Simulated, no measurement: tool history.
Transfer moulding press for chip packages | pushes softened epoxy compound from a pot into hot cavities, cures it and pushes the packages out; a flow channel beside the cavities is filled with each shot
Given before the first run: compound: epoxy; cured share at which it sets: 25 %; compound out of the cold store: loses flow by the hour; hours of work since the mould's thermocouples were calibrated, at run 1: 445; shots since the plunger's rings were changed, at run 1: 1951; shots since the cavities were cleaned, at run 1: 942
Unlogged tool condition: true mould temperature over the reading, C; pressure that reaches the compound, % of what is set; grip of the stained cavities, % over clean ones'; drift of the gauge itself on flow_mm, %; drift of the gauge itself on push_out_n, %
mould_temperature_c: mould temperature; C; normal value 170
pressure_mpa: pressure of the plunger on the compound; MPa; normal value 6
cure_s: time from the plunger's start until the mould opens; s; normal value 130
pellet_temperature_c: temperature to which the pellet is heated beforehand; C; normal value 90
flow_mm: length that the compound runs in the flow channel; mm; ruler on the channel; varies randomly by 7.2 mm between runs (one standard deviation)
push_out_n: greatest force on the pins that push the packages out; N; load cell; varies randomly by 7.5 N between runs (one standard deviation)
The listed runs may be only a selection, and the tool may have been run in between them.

run     day  mould_temperature_c  pressure_mpa  cure_s  pellet_temperature_c  hours of work since the mould's thermocouples were calibrated  shots since the plunger's rings were changed  shots since the cavities were cleaned  incoming compound's hours out of the cold store  flow_mm  push_out_n
  1       0                  170             6     130                    90                                                            445                                          1951                                    942                                             31.2      769         513
  2   0.342                  170             6     130                    90                                                            450                                          2023                                   1014                                             39.3      737         511
      0.779  -- cavities cleaned with cleaning compound and waxed
  3   1.096                  170             6     130                    88                                                            461                                          2172                                     68                                               39      733         343
  4   1.796                  170             6     130                    97                                                            472                                          2322                                    218                                             30.6      769         403
  5   2.525                  170             6     130                    98                                                            484                                          2479                                    375                                               39      723         405
  6   3.196                  170             6     130                    98                                                            494                                          2623                                    519                                             43.4      702         435
  7   3.683                  170             6     130                    98                                                            502                                          2728                                    624                                             28.4      783         456
  8   4.279                  170             6     130                    98                                                            512                                          2856                                    752                                             37.4      737         493
  9   4.933                  170             6     130                    90                                                            522                                          2997                                    893                                             45.4      693         510
 10   5.512                  170          4.57     130                    90                                                            531                                          3121                                   1017                                             40.9      628         500
      5.958  -- cavities cleaned with cleaning compound and waxed
 11     6.2                  170          6.75     130                    90                                                            541                                          3256                                     53                                             11.9      903         362
 12   6.838                  170          4.96     130                    90                                                            551                                          3392                                    189                                              9.7      796         402
 13   7.333                  170          4.96     130                    90                                                            559                                          3499                                    296                                             42.6      640         414
 14   8.083                  170             6     130                    90                                                            571                                          3660                                    457                                             34.6      736         443
 15   8.483                  170             6     130                    90                                                            577                                          3745                                    542                                             23.1      783         488
 16   9.212                  174          6.18     119                    93                                                            588                                          3902                                    699                                             21.1      807         475
 17    9.55                  174          6.18     119                    93                                                            594                                          3975                                    772                                              9.1      870         484
 18  10.033                  174          5.24     119                    93                                                            601                                          4079                                    876                                             17.8      742         499
 19  10.504                  162          4.69     119                    93                                                            609                                          4180                                    977                                             20.7      730         983
 20  10.867                  165          5.12     130                    90                                                            615                                          4257                                   1054                                               14      781         679
      11.15  -- mould's thermocouples calibrated
     11.212  -- cavities cleaned with cleaning compound and waxed
 21   11.55                  165          5.12     130                    90                                                              5                                          4373                                     73                                             34.5      678         407
 22  11.988                  174          6.02     151                    86                                                             12                                          4467                                    167                                             25.7      763         327
 23  12.571                  170             6     124                    96                                                             21                                          4592                                    292                                             28.2      756         414
 24  13.333                  173          4.65     124                    96                                                             34                                          4756                                    456                                             21.4      695         427
 25  14.025                  173          4.65     124                    96                                                             44                                          4905                                    605                                              8.7      735         440
 26  14.579                  173          4.65     124                    96                                                             53                                          5023                                    723                                             41.9      591         464
 27  15.333                  173          4.65     124                    96                                                             65                                          5185                                    885                                             33.5      633         498
 28  15.692                  173          4.65     124                    96                                                             71                                          5263                                    963                                             16.6      713         508
 29  16.125                  173          6.84     159                    87                                                             78                                          5356                                   1056                                             16.1      864         474
     16.392  -- cavities cleaned with cleaning compound and waxed
 30  16.954                  170          7.04     130                    84                                                             90                                          5520                                    121                                               44      731         366

3 options for the next run, each taken on its own from the tool as it stands now. Forecast them:
  A  17.725                  170          7.04     156                    84                                                            102                                          5685                                    286                                               36        ?           ?
  B  17.725                  176             6     167                    90                                                            102                                          5685                                    286                                             23.5        ?           ?
  C  17.725                  166          6.27     130                    90                                                            102                                          5685                                    286                                             24.6        ?           ?

run  flow_mm  push_out_n
  A      756         373
  B      758         366
  C      784         471
Without the tool's hidden state the same runs would have given:
run  flow_mm  push_out_n
  A      828         298
  B      830         293
  C      858         373
